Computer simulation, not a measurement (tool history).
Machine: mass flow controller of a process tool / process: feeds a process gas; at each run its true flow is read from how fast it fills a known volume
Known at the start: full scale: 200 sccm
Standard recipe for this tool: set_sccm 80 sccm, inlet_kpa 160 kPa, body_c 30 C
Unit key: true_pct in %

| run | hour | set_sccm | inlet_kpa | body_c | true_pct |
|---|---|---|---|---|---|
| 1 | 0 | 80 | 160 | 30 | 98.66 |
| 2 | 224.5 | 80 | 160 | 30 | 98.63 |
| 3 | 422.2 | 80 | 160 | 30 | 98.67 |
| 4 | 673 | 80 | 160 | 30 | 98.57 |
| 5 | 904 | 80 | 160 | 30 | 98.53 |
| 6 | 1105.2 | 80 | 160 | 30 | 98.51 |
| 7 | 1299.8 | 80 | 160 | 30 | 98.58 |
| 8 | 1590.5 | 80 | 160 | 30 | 98.59 |
| 9 | 1749.6 | 80 | 160 | 28 | 98.83 |
|  | 1989.6 | controller exchanged for a calibrated one |
| 10 | 2002.7 | 80 | 160 | 30 | 98.92 |
| 11 | 2331 | 80 | 160 | 30 | 98.99 |
| 12 | 2633.2 | 80 | 160 | 30 | 99 |
| 13 | 2882.1 | 80 | 159 | 30 | 98.98 |
| 14 | 3182.8 | 80 | 159 | 30 | 98.86 |
| 15 | 3493.4 | 80 | 254 | 30 | 99.21 |
| 16 | 3713.8 | 80 | 254 | 30 | 99.17 |
| 17 | 3852.6 | 24 | 168 | 30 | 99.69 |
| 18 | 4060.5 | 66 | 168 | 20 | 100.04 |
| 19 | 4265.9 | 66 | 168 | 20 | 99.98 |
| 20 | 4485.9 | 66 | 168 | 20 | 100.01 |
| 21 | 4792.2 | 80 | 144 | 30 | 98.73 |
| 22 | 5097.4 | 80 | 155 | 29 | 98.85 |
| 23 | 5310.9 | 80 | 155 | 29 | 98.96 |
| 24 | 5455.4 | 80 | 155 | 29 | 98.9 |
| 25 | 5789.4 | 89 | 160 | 25 | 99.39 |
| 26 | 5931.6 | 89 | 151 | 29 | 98.9 |
| 27 | 6070.3 | 80 | 218 | 27 | 99.4 |
| 28 | 6258.8 | 80 | 249 | 26 | 99.6 |
| 29 | 6527.7 | 96 | 184 | 20 | 99.88 |
| 30 | 6792.2 | 27 | 147 | 38 | 99.52 |
| 31 | 7028.4 | 51 | 160 | 34 | 98.84 |
| 32 | 7168.7 | 149 | 159 | 21 | 99.54 |

Each row is a separate what-if for the run after 32, all from the same tool condition, not one after another. Results?
| A | 7341.1 | 30 | 245 | 28 | ? |
| B | 7341.1 | 169 | 218 | 30 | ? |
| C | 7341.1 | 149 | 187 | 21 | ? |
| D | 7341.1 | 80 | 209 | 24 | ? |
| E | 7341.1 | 134 | 160 | 34 | ? |

| run | true_pct |
|---|---|
| A | 100.64 |
| B | 98.69 |
| C | 99.64 |
| D | 99.42 |
| E | 98.1 |
Without the tool's hidden state the same runs would have given:
| run | true_pct |
|---|---|
| A | 99.22 |
| B | 99.42 |
| C | 100.31 |
| D | 99.64 |
| E | 98.71 |
